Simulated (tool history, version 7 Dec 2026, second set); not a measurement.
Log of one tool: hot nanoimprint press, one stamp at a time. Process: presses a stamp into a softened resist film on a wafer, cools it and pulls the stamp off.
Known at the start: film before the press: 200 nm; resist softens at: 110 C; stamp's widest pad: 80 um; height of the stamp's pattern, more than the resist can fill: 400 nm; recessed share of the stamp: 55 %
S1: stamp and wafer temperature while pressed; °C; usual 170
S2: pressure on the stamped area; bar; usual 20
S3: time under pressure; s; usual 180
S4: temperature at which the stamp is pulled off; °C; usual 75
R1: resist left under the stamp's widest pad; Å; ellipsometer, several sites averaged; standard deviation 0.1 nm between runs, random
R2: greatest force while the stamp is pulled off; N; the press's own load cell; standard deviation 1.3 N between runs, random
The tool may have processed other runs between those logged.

run,day,S1,S2,S3,S4,R1,R2
1,0,170,20,180,75,1036,97
2,0.296,170,20,180,75,1038,100
3,0.688,170,20,180,75,1037,99
4,1.092,170,20,180,75,1038,97
5,1.492,170,20,180,75,1041,96
# day 1.804: plate thermocouple calibrated
6,1.962,170,20,180,75,1042,98
7,2.392,163,20,119,75,1387,98
8,2.762,163,20,119,75,1390,97
9,3.062,163,20,119,75,1391,98
10,3.346,161,22,180,75,1262,98
11,3.75,172,20,180,64,996,103
12,4.046,177,20,118,82,1004,93

Predict each of these 4 candidate next runs independently; none follows another, all start after run 12:
A,4.35,177,20,218,82,?,?
B,4.35,161,29.4,124,75,?,?
C,4.35,170,20,180,79,?,?
D,4.35,177,27.8,188,74,?,?

run,R1,R2
A,826,94
B,1223,99
C,1050,95
D,714,98
Stripped of hidden state, with their random variation kept, the same runs would have yielded:
run,R1,R2
A,813,94
B,1205,98
C,1035,94
D,703,97

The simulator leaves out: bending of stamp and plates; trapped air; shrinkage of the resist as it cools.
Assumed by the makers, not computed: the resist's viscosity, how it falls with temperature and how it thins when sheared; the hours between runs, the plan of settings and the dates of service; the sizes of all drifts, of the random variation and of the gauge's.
